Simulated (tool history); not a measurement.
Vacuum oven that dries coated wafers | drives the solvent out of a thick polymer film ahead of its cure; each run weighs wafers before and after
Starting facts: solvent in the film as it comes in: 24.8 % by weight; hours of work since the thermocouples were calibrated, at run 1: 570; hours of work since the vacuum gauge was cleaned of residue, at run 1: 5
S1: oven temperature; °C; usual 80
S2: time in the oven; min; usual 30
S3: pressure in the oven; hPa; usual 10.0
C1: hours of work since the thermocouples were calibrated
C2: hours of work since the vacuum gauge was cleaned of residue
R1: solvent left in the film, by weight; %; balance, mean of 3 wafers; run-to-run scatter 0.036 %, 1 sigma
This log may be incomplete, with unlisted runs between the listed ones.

Run 1, hour 0.0: usual settings; C1 570; C2 5. Result: R1 5.68 %.
Run 2, hour 12.7: usual settings; C1 577; C2 11. Result: R1 5.60 %.
Run 3, hour 29.1: usual settings but S1 78 °C; C1 586; C2 20. Result: R1 6.38 %.
Run 4, hour 42.8: usual settings but S1 78 °C; C1 593; C2 27. Result: R1 6.37 %.
Run 5, hour 55.3: usual settings but S1 78 °C; C1 599; C2 33. Result: R1 6.39 %.
Run 6, hour 71.9: usual settings; C1 608; C2 42. Result: R1 5.59 %.
Run 7, hour 86.1: usual settings; C1 615; C2 50. Result: R1 5.64 %.
Run 8, hour 94.2: usual settings; C1 620; C2 54. Result: R1 5.60 %.
Run 9, hour 103.7: usual settings; C1 625; C2 59. Result: R1 5.58 %.
At hour 120.6: oven's thermocouples calibrated.
Run 10, hour 124.9: usual settings; C1 2; C2 69. Result: R1 5.59 %.
Run 11, hour 143.1: usual settings; C1 12; C2 78. Result: R1 5.62 %.
Run 12, hour 160.8: usual settings but S3 11.9 hPa; C1 21; C2 88. Result: R1 5.85 %.
Run 13, hour 177.9: usual settings but S3 11.9 hPa; C1 30; C2 97. Result: R1 5.87 %.
Run 14, hour 195.3: usual settings but S3 5.5 hPa; C1 39; C2 106. Result: R1 5.10 %.
Run 15, hour 212.2: usual settings but S3 5.5 hPa; C1 48; C2 114. Result: R1 5.09 %.
Run 16, hour 224.7: usual settings but S3 5.5 hPa; C1 54; C2 121. Result: R1 5.10 %.
Run 17, hour 232.9: usual settings but S3 5.5 hPa; C1 59; C2 125. Result: R1 5.12 %.
Run 18, hour 251.3: usual settings but S3 5.5 hPa; C1 68; C2 135. Result: R1 5.18 %.
Run 19, hour 270.2: usual settings but S1 66 °C; C1 78; C2 145. Result: R1 11.39 %.
Run 20, hour 285.0: usual settings; C1 86; C2 152. Result: R1 5.60 %.
Run 21, hour 298.2: usual settings but S1 75 °C; C1 93; C2 159. Result: R1 7.65 %.
Run 22, hour 311.6: usual settings but S1 75 °C; C1 100; C2 166. Result: R1 7.68 %.
Run 23, hour 321.4: usual settings; C1 105; C2 171. Result: R1 5.65 %.
Run 24, hour 339.0: usual settings but S1 74 °C, S2 24 min; C1 114; C2 181. Result: R1 9.53 %.
Run 25, hour 349.9: usual settings but S1 74 °C, S2 24 min; C1 120; C2 186. Result: R1 9.55 %.
Run 26, hour 361.5: usual settings but S1 74 °C, S2 24 min; C1 126; C2 192. Result: R1 9.55 %.
Run 27, hour 370.7: usual settings but S2 51 min, S3 10.3 hPa; C1 131; C2 197. Result: R1 2.93 %.
Run 28, hour 388.5: usual settings but S1 83 °C, S2 39 min, S3 5.0 hPa; C1 140; C2 207. Result: R1 2.66 %.
Run 29, hour 400.0: usual settings but S1 74 °C, S2 34 min, S3 5.0 hPa; C1 146; C2 213. Result: R1 6.48 %.
Run 30, hour 414.5: usual settings but S2 34 min, S3 5.0 hPa; C1 154; C2 220. Result: R1 4.31 %.
Run 31, hour 427.6: usual settings but S2 34 min, S3 5.0 hPa; C1 160; C2 227. Result: R1 4.24 %.
Run 32, hour 437.4: usual settings but S2 34 min, S3 29.2 hPa; C1 166; C2 232. Result: R1 7.16 %.
Run 33, hour 447.1: usual settings but S1 82 °C; C1 171; C2 237. Result: R1 4.87 %.
Run 34, hour 463.7: usual settings but S1 86 °C, S2 34 min, S3 19.8 hPa; C1 179; C2 246. Result: R1 4.02 %.
Run 35, hour 480.2: usual settings but S1 84 °C, S2 34 min, S3 19.8 hPa; C1 188; C2 254. Result: R1 4.71 %.
Run 36, hour 495.4: usual settings but S1 84 °C, S2 34 min, S3 19.8 hPa; C1 196; C2 262. Result: R1 4.68 %.
Run 37, hour 508.4: usual settings but S1 84 °C, S2 34 min, S3 6.0 hPa; C1 203; C2 269. Result: R1 3.13 %.
Run 38, hour 516.9: usual settings but S1 84 °C, S2 34 min, S3 6.0 hPa; C1 207; C2 274. Result: R1 3.15 %.
Run 39, hour 525.5: usual settings but S1 79 °C, S2 15 min, S3 33.4 hPa; C1 212; C2 278. Result: R1 12.75 %.
Run 40, hour 538.8: usual settings but S1 91 °C, S2 23 min, S3 15.6 hPa; C1 218; C2 285. Result: R1 3.96 %.
Run 41, hour 551.4: usual settings but S1 91 °C, S2 23 min, S3 15.6 hPa; C1 225; C2 292. Result: R1 3.98 %.
Run 42, hour 564.3: usual settings but S1 85 °C, S2 23 min, S3 11.3 hPa; C1 232; C2 298. Result: R1 5.62 %.
Run 43, hour 575.7: usual settings but S1 71 °C, S2 28 min, S3 18.9 hPa; C1 238; C2 304. Result: R1 11.02 %.
Run 44, hour 589.3: usual settings but S1 71 °C, S2 28 min, S3 18.9 hPa; C1 245; C2 311. Result: R1 10.95 %.
Run 45, hour 608.4: usual settings but S1 71 °C, S2 28 min, S3 18.9 hPa; C1 255; C2 321. Result: R1 10.93 %.

Had the tool no unlogged condition, and each run kept its random variation, what would the results have been?
Unlogged tool condition in this case: true wafer temperature over the reading, C; true pressure over the reading, kPa; drift of the gauge itself on solvent_pct, %.
run     R1
  1   5.72
  2   5.64
  3   6.43
  4   6.41
  5   6.43
  6   5.63
  7   5.68
  8   5.64
  9   5.62
 10   5.59
 11   5.62
 12   5.86
 13   5.88
 14   5.10
 15   5.09
 16   5.11
 17   5.13
 18   5.19
 19  11.39
 20   5.60
 21   7.66
 22   7.69
 23   5.66
 24   9.54
 25   9.56
 26   9.56
 27   2.94
 28   2.66
 29   6.49
 30   4.31
 31   4.25
 32   7.17
 33   4.87
 34   4.03
 35   4.72
 36   4.69
 37   3.14
 38   3.16
 39  12.76
 40   3.97
 41   3.99
 42   5.63
 43  11.03
 44  10.96
 45  10.94
